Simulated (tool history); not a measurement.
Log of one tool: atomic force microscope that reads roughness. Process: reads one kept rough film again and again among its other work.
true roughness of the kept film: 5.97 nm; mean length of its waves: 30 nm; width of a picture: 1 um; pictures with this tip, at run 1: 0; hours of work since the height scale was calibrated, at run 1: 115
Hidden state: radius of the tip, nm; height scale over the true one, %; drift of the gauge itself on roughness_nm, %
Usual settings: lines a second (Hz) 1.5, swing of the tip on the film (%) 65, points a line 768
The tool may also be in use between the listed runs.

| run | hour | lines a second (Hz) | swing of the tip on the film (%) | points a line | pictures with this tip | hours of work since the height scale was calibrated | roughness of the kept film (nm (root mean square)) |
|---|---|---|---|---|---|---|---|
| 1 | 0 | 1.5 | 65 | 768 | 0 | 115 | 4.456 |
| 2 | 48.8 | 1.5 | 65 | 768 | 51 | 136 | 3.997 |
| 3 | 83.9 | 1.5 | 65 | 768 | 87 | 152 | 3.721 |
| 4 | 119.9 | 1.5 | 65 | 768 | 125 | 168 | 3.511 |
| 5 | 167.3 | 1.5 | 65 | 768 | 174 | 188 | 3.265 |
| 6 | 210.1 | 1.5 | 65 | 768 | 219 | 207 | 3.043 |
| 7 | 263.1 | 1.5 | 65 | 393 | 274 | 231 | 2.827 |
|  | 268.5 | height scale calibrated on a step standard |
| 8 | 299.1 | 1.5 | 65 | 393 | 311 | 13 | 2.686 |
| 9 | 336.1 | 1.5 | 65 | 768 | 349 | 30 | 2.581 |
|  | 354.2 | new tip fitted |
| 10 | 370.2 | 1.5 | 62 | 768 | 16 | 45 | 4.326 |
|  | 420.9 | height scale calibrated on a step standard, once more |
| 11 | 423 | 1.5 | 62 | 768 | 70 | 1 | 3.866 |
| 12 | 454.6 | 1.5 | 62 | 768 | 103 | 15 | 3.635 |
| 13 | 509.2 | 1.5 | 62 | 425 | 160 | 39 | 3.344 |
| 14 | 545.7 | 1.5 | 62 | 425 | 198 | 55 | 3.142 |
| 15 | 578.9 | 1.5 | 62 | 425 | 233 | 70 | 3.017 |
| 16 | 630 | 1.5 | 62 | 908 | 286 | 92 | 2.792 |
| 17 | 664 | 3.52 | 62 | 908 | 321 | 107 | 2.529 |
| 18 | 698.4 | 3.52 | 62 | 908 | 357 | 122 | 2.438 |
|  | 707 | new tip fitted |
| 19 | 753.9 | 1.27 | 65 | 259 | 49 | 146 | 3.994 |
| 20 | 795.5 | 1.12 | 67 | 259 | 92 | 165 | 3.692 |
| 21 | 840.7 | 1.5 | 66 | 768 | 139 | 184 | 3.421 |
| 22 | 875.6 | 3.21 | 69 | 768 | 175 | 200 | 2.966 |
| 23 | 929.4 | 3.21 | 69 | 768 | 231 | 224 | 2.728 |
| 24 | 973.3 | 3.11 | 73 | 962 | 277 | 243 | 2.493 |

Forecast each of these 3 alternatives for the next run:
| A | 996.6 | 3.11 | 85 | 962 | 302 | 253 | ? |
| B | 996.6 | 2.19 | 56 | 788 | 302 | 253 | ? |
| C | 996.6 | 1.92 | 65 | 768 | 302 | 253 | ? |

| run | roughness of the kept film (nm (root mean square)) |
|---|---|
| A | 2.125 |
| B | 2.742 |
| C | 2.661 |
Without the tool's hidden state the same runs would have given:
| run | roughness of the kept film (nm (root mean square)) |
|---|---|
| A | 3.502 |
| B | 4.513 |
| C | 4.387 |

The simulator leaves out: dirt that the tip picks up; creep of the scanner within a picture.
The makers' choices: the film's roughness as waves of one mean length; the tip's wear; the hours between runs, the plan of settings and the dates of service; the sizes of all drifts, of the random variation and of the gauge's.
